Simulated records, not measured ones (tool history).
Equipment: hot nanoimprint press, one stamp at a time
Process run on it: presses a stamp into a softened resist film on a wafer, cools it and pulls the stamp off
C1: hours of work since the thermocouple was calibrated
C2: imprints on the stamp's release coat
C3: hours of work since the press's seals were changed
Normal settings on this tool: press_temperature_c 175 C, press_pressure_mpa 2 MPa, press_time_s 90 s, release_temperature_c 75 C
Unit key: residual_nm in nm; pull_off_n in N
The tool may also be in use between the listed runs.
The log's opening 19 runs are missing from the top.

{"run": 20, "hour": 262.0, "press_temperature_c": 171, "press_pressure_mpa": 2, "press_time_s": 68, "release_temperature_c": 75, "C1": 198, "C2": 863, "C3": 503, "residual_nm": 112.8, "pull_off_n": 199}
{"hour": 266.3, "done": "plate thermocouple calibrated"}
{"run": 21, "hour": 280.2, "press_temperature_c": 163, "press_pressure_mpa": 1.73, "press_time_s": 107, "release_temperature_c": 77, "C1": 8, "C2": 930, "C3": 512, "residual_nm": 140.5, "pull_off_n": 193}
{"run": 22, "hour": 299.9, "press_temperature_c": 180, "press_pressure_mpa": 2, "press_time_s": 129, "release_temperature_c": 75, "C1": 19, "C2": 1018, "C3": 523, "residual_nm": 62.4, "pull_off_n": 203}
{"run": 23, "hour": 316.2, "press_temperature_c": 180, "press_pressure_mpa": 2, "press_time_s": 129, "release_temperature_c": 75, "C1": 28, "C2": 1090, "C3": 532, "residual_nm": 62.4, "pull_off_n": 198}
{"hour": 326.6, "done": "stamp cleaned and given a new release coat"}
{"hour": 339.2, "done": "plate thermocouple calibrated, once more"}
{"run": 24, "hour": 343.3, "press_temperature_c": 167, "press_pressure_mpa": 3.08, "press_time_s": 100, "release_temperature_c": 71, "C1": 2, "C2": 61, "C3": 542, "residual_nm": 98.2, "pull_off_n": 169}
{"run": 25, "hour": 353.0, "press_temperature_c": 165, "press_pressure_mpa": 2.98, "press_time_s": 100, "release_temperature_c": 74, "C1": 8, "C2": 105, "C3": 547, "residual_nm": 109.3, "pull_off_n": 162}
{"run": 26, "hour": 372.2, "press_temperature_c": 165, "press_pressure_mpa": 2.98, "press_time_s": 100, "release_temperature_c": 74, "C1": 18, "C2": 190, "C3": 558, "residual_nm": 109.2, "pull_off_n": 172}
{"run": 27, "hour": 388.3, "press_temperature_c": 165, "press_pressure_mpa": 2.98, "press_time_s": 100, "release_temperature_c": 74, "C1": 27, "C2": 262, "C3": 567, "residual_nm": 109.1, "pull_off_n": 178}
{"run": 28, "hour": 398.6, "press_temperature_c": 169, "press_pressure_mpa": 2.11, "press_time_s": 100, "release_temperature_c": 74, "C1": 33, "C2": 308, "C3": 573, "residual_nm": 108.1, "pull_off_n": 177}
{"run": 29, "hour": 411.0, "press_temperature_c": 169, "press_pressure_mpa": 2.11, "press_time_s": 100, "release_temperature_c": 74, "C1": 40, "C2": 363, "C3": 580, "residual_nm": 108.2, "pull_off_n": 177}
{"run": 30, "hour": 428.3, "press_temperature_c": 175, "press_pressure_mpa": 1.2, "press_time_s": 90, "release_temperature_c": 75, "C1": 50, "C2": 440, "C3": 589, "residual_nm": 115.5, "pull_off_n": 179}

Alternative continuations, all from the tool just after run 30; predict every row:
{"run": "A", "hour": 440.9, "press_temperature_c": 175, "press_pressure_mpa": 2, "press_time_s": 90, "release_temperature_c": 73, "C1": 57, "C2": 496, "C3": 596, "residual_nm": "?", "pull_off_n": "?"}
{"run": "B", "hour": 440.9, "press_temperature_c": 186, "press_pressure_mpa": 2, "press_time_s": 90, "release_temperature_c": 75, "C1": 57, "C2": 496, "C3": 596, "residual_nm": "?", "pull_off_n": "?"}
{"run": "C", "hour": 440.9, "press_temperature_c": 175, "press_pressure_mpa": 2.65, "press_time_s": 104, "release_temperature_c": 81, "C1": 57, "C2": 496, "C3": 596, "residual_nm": "?", "pull_off_n": "?"}
{"run": "D", "hour": 440.9, "press_temperature_c": 175, "press_pressure_mpa": 1.65, "press_time_s": 80, "release_temperature_c": 61, "C1": 57, "C2": 496, "C3": 596, "residual_nm": "?", "pull_off_n": "?"}

run=A residual_nm=90 pull_off_n=180
run=B residual_nm=57.4 pull_off_n=181
run=C residual_nm=73.2 pull_off_n=173
run=D residual_nm=103.1 pull_off_n=197
With no hidden state in the tool, these same runs would have given:
run=A residual_nm=89.5 pull_off_n=161
run=B residual_nm=56.9 pull_off_n=162
run=C residual_nm=72.3 pull_off_n=155
run=D residual_nm=102.9 pull_off_n=176

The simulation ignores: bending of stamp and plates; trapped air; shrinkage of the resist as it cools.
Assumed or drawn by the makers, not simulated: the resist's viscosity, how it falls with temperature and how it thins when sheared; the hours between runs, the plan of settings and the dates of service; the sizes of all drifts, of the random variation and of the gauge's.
